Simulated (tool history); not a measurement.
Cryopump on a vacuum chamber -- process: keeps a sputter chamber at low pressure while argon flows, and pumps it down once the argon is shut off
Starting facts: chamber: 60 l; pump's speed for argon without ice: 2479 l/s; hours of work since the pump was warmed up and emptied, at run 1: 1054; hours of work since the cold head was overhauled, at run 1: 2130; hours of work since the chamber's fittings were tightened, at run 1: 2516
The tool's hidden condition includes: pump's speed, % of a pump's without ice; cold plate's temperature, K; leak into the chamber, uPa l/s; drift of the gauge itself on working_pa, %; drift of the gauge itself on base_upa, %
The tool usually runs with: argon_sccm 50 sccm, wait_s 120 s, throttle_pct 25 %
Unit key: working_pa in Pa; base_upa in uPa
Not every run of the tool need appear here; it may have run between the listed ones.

run	hour	argon_sccm	wait_s	throttle_pct	hours of work since the pump was warmed up and emptied	hours of work since the cold head was overhauled	hours of work since the chamber's fittings were tightened	working_pa	base_upa
1	0.0	50	120	25	1054	2130	2516	0.1440	1.73
# hour 21.4: pump warmed up, emptied and cooled again
2	50.4	50	288	25	19	2159	2546	0.1380	1.45
3	121.3	50	120	25	65	2206	2592	0.1371	1.59
4	174.7	69	120	25	100	2241	2627	0.1897	1.61
5	251.7	69	120	25	151	2291	2678	0.1897	1.60
6	326.5	78	120	25	200	2340	2727	0.2153	1.69
7	413.0	78	120	25	257	2397	2784	0.2164	1.72
8	477.5	50	120	25	299	2439	2826	0.1397	1.75
9	517.1	23	120	25	325	2465	2852	0.0644	1.78
10	608.7	50	120	48	385	2525	2912	0.0730	1.83
# hour 689.4: leaking fittings of the chamber tightened, without venting
11	699.6	41	120	25	443	2584	7	0.1161	0.29
12	739.6	41	120	25	469	2610	33	0.1149	0.31
13	832.2	50	36	25	530	2670	94	0.1409	0.65
14	883.2	50	36	25	564	2704	127	0.1410	0.66
15	968.3	40	21	50	619	2760	183	0.0577	1.06
16	1012.3	35	46	55	648	2788	212	0.0470	0.64
17	1094.2	25	61	27	702	2842	265	0.0669	0.60
18	1157.5	25	282	40	743	2884	307	0.0461	0.42
19	1237.5	35	45	50	796	2936	359	0.0528	0.74
20	1307.6	35	45	50	842	2982	405	0.0525	0.73
21	1354.1	35	45	50	872	3012	436	0.0518	0.79
22	1413.6	56	80	43	911	3051	475	0.0971	0.60
23	1482.1	66	20	51	956	3096	519	0.0959	1.31

Per-run results on a tool with no hidden state, each run keeping its own random variation:
run	working_pa	base_upa
1	0.1366	0.24
2	0.1371	0.17
3	0.1360	0.27
4	0.1879	0.27
5	0.1875	0.25
6	0.2124	0.24
7	0.2130	0.24
8	0.1373	0.26
9	0.0632	0.26
10	0.0701	0.29
11	0.1133	0.26
12	0.1121	0.26
13	0.1371	0.57
14	0.1370	0.55
15	0.0542	0.92
16	0.0439	0.49
17	0.0645	0.41
18	0.0436	0.21
19	0.0490	0.49
20	0.0484	0.46
21	0.0476	0.50
22	0.0901	0.28
23	0.0873	0.97
